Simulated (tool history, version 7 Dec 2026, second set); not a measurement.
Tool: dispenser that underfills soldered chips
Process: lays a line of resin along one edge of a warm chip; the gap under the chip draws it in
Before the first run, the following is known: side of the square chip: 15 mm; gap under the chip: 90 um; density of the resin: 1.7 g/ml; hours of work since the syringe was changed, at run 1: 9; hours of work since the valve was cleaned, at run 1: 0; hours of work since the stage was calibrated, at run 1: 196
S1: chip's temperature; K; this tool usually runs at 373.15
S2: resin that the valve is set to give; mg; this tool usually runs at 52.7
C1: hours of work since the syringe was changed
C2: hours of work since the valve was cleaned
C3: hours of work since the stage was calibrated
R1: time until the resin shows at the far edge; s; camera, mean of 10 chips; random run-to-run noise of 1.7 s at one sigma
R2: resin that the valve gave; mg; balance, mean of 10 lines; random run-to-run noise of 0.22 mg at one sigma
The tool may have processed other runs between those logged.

run	hour	S1	S2	C1	C2	C3	R1	R2
1	0.0	373.15	52.7	9	0	196	360.1	52.35
# hour 1.5: new syringe of resin
2	11.4	373.15	52.7	7	7	203	280.7	52.18
# hour 16.7: new syringe of resin
3	19.5	373.15	52.7	2	12	208	188.7	51.95
4	26.2	373.15	52.7	6	17	212	266.5	51.84
# hour 32.3: new syringe of resin
5	38.9	373.15	62.9	4	25	221	229.6	61.58
# hour 47.6: new syringe of resin
6	52.6	373.15	62.9	3	34	229	212.6	60.73
7	62.1	373.15	53.6	10	40	236	358.4	51.57
# hour 63.0: new syringe of resin
8	70.1	373.15	53.6	5	45	241	244.2	51.33
# hour 78.4: new syringe of resin
9	78.5	373.15	53.6	0	51	246	164.1	51.16
10	92.0	373.15	53.6	9	59	255	340.1	50.79
# hour 93.6: dispensing valve cleaned and set on the balance
# hour 95.2: new syringe of resin
11	99.7	373.15	53.6	3	4	259	204.2	53.37
12	107.1	373.15	53.6	8	9	264	307.9	53.42
# hour 110.5: new syringe of resin
13	118.7	378.15	51.6	5	16	271	219.6	50.92
# hour 126.3: new syringe of resin
14	132.0	378.15	51.6	4	25	280	189.6	50.57
15	139.1	378.15	44.9	8	29	285	293.9	43.56
# hour 142.6: new syringe of resin
16	147.3	386.15	51.0	3	35	290	154.6	49.56
# hour 158.0: new syringe of resin
17	159.8	386.15	57.6	1	43	298	127.2	55.50
18	170.9	365.15	56.3	8	50	305	407.4	53.76
# hour 174.2: new syringe of resin
19	180.2	366.15	46.5	4	56	311	284.2	44.16
# hour 187.0: dispensing valve cleaned and set on the balance
20	188.6	359.15	46.5	9	1	316	521.6	46.30
# hour 190.5: new syringe of resin
21	199.8	359.15	46.5	6	8	323	399.7	46.16
# hour 206.4: new syringe of resin
22	214.2	359.15	46.5	5	17	333	376.8	45.77
# hour 221.8: new syringe of resin
23	221.8	374.15	51.1	0	22	337	156.5	50.15

What differs in the tool's unlogged condition from the final listed run ahead of each entry between runs to the first listed run following it?
From run 1 to run 2: new syringe of resin (hour 1.5)
  resin's viscosity, % of fresh resin's: 218.6 -> 171.5; dose that the valve gives, % of what is set: 99.62 -> 99.04; true chip temperature over the reading, C: 1.52 -> 1.58
  measured less the result without the state, R1: +188.3 -> +110.0 s; R2: -0.20 -> -0.50 mg
From run 2 to run 3: new syringe of resin (hour 16.7)
  resin's viscosity, % of fresh resin's: 171.5 -> 113.6; dose that the valve gives, % of what is set: 99.04 -> 98.65; true chip temperature over the reading, C: 1.58 -> 1.61
  measured less the result without the state, R1: +110.0 -> +15.3 s; R2: -0.50 -> -0.71 mg
From run 4 to run 5: new syringe of resin (hour 32.3)
  resin's viscosity, % of fresh resin's: 163.3 -> 141.8; dose that the valve gives, % of what is set: 98.31 -> 97.68; true chip temperature over the reading, C: 1.64 -> 1.7
  measured less the result without the state, R1: +96.2 -> +60.1 s; R2: -0.89 -> -1.46 mg
From run 5 to run 6: new syringe of resin (hour 47.6)
  resin's viscosity, % of fresh resin's: 141.8 -> 131.2; dose that the valve gives, % of what is set: 97.68 -> 96.93; true chip temperature over the reading, C: 1.7 -> 1.76
  measured less the result without the state, R1: +60.1 -> +42.8 s; R2: -1.46 -> -1.93 mg
From run 7 to run 8: new syringe of resin (hour 63.0)
  resin's viscosity, % of fresh resin's: 219.4 -> 149.1; dose that the valve gives, % of what is set: 96.45 -> 96.04; true chip temperature over the reading, C: 1.81 -> 1.84
  measured less the result without the state, R1: +187.8 -> +72.6 s; R2: -1.90 -> -2.12 mg
From run 8 to run 9: new syringe of resin (hour 78.4)
  resin's viscosity, % of fresh resin's: 149.1 -> 99.9; dose that the valve gives, % of what is set: 96.04 -> 95.66; true chip temperature over the reading, C: 1.84 -> 1.88
  measured less the result without the state, R1: +72.6 -> -7.9 s; R2: -2.12 -> -2.32 mg
From run 10 to run 11: dispensing valve cleaned and set on the balance (hour 93.6); new syringe of resin (hour 95.2)
  resin's viscosity, % of fresh resin's: 206.8 -> 127.8; dose that the valve gives, % of what is set: 94.97 -> 99.47; true chip temperature over the reading, C: 1.95 -> 1.98
  measured less the result without the state, R1: +168.0 -> +35.5 s; R2: -2.69 -> -0.28 mg
From run 12 to run 13: new syringe of resin (hour 110.5)
  resin's viscosity, % of fresh resin's: 191 -> 155.6; dose that the valve gives, % of what is set: 99.09 -> 98.49; true chip temperature over the reading, C: 2.01 -> 2.07
  measured less the result without the state, R1: +138.0 -> +70.7 s; R2: -0.49 -> -0.78 mg
From run 13 to run 14: new syringe of resin (hour 126.3)
  resin's viscosity, % of fresh resin's: 155.6 -> 134.6; dose that the valve gives, % of what is set: 98.49 -> 97.82; true chip temperature over the reading, C: 2.07 -> 2.13
  measured less the result without the state, R1: +70.7 -> +41.1 s; R2: -0.78 -> -1.12 mg
From run 15 to run 16: new syringe of resin (hour 142.6)
  resin's viscosity, % of fresh resin's: 198.4 -> 130.8; dose that the valve gives, % of what is set: 97.46 -> 97.08; true chip temperature over the reading, C: 2.17 -> 2.2
  measured less the result without the state, R1: +138.1 -> +30.1 s; R2: -1.14 -> -1.50 mg
From run 16 to run 17: new syringe of resin (hour 158.0)
  resin's viscosity, % of fresh resin's: 130.8 -> 111; dose that the valve gives, % of what is set: 97.08 -> 96.47; true chip temperature over the reading, C: 2.2 -> 2.26
  measured less the result without the state, R1: +30.1 -> +6.1 s; R2: -1.50 -> -2.03 mg
From run 18 to run 19: new syringe of resin (hour 174.2)
  resin's viscosity, % of fresh resin's: 202.7 -> 138.7; dose that the valve gives, % of what is set: 95.89 -> 95.41; true chip temperature over the reading, C: 2.32 -> 2.36
  measured less the result without the state, R1: +193.7 -> +67.8 s; R2: -2.31 -> -2.12 mg
From run 19 to run 20: dispensing valve cleaned and set on the balance (hour 187.0)
  resin's viscosity, % of fresh resin's: 138.7 -> 207.4; dose that the valve gives, % of what is set: 95.41 -> 99.85; true chip temperature over the reading, C: 2.36 -> 2.39
  measured less the result without the state, R1: +67.8 -> +251.5 s; R2: -2.12 -> -0.07 mg
From run 20 to run 21: new syringe of resin (hour 190.5)
  resin's viscosity, % of fresh resin's: 207.4 -> 163.3; dose that the valve gives, % of what is set: 99.85 -> 99.26; true chip temperature over the reading, C: 2.39 -> 2.44
  measured less the result without the state, R1: +251.5 -> +136.9 s; R2: -0.07 -> -0.35 mg
From run 21 to run 22: new syringe of resin (hour 206.4)
  resin's viscosity, % of fresh resin's: 163.3 -> 153.6; dose that the valve gives, % of what is set: 99.26 -> 98.52; true chip temperature over the reading, C: 2.44 -> 2.5
  measured less the result without the state, R1: +136.9 -> +113.5 s; R2: -0.35 -> -0.69 mg
From run 22 to run 23: new syringe of resin (hour 221.8)
  resin's viscosity, % of fresh resin's: 153.6 -> 100.4; dose that the valve gives, % of what is set: 98.52 -> 98.15; true chip temperature over the reading, C: 2.5 -> 2.54
  measured less the result without the state, R1: +113.5 -> -10.0 s; R2: -0.69 -> -0.94 mg

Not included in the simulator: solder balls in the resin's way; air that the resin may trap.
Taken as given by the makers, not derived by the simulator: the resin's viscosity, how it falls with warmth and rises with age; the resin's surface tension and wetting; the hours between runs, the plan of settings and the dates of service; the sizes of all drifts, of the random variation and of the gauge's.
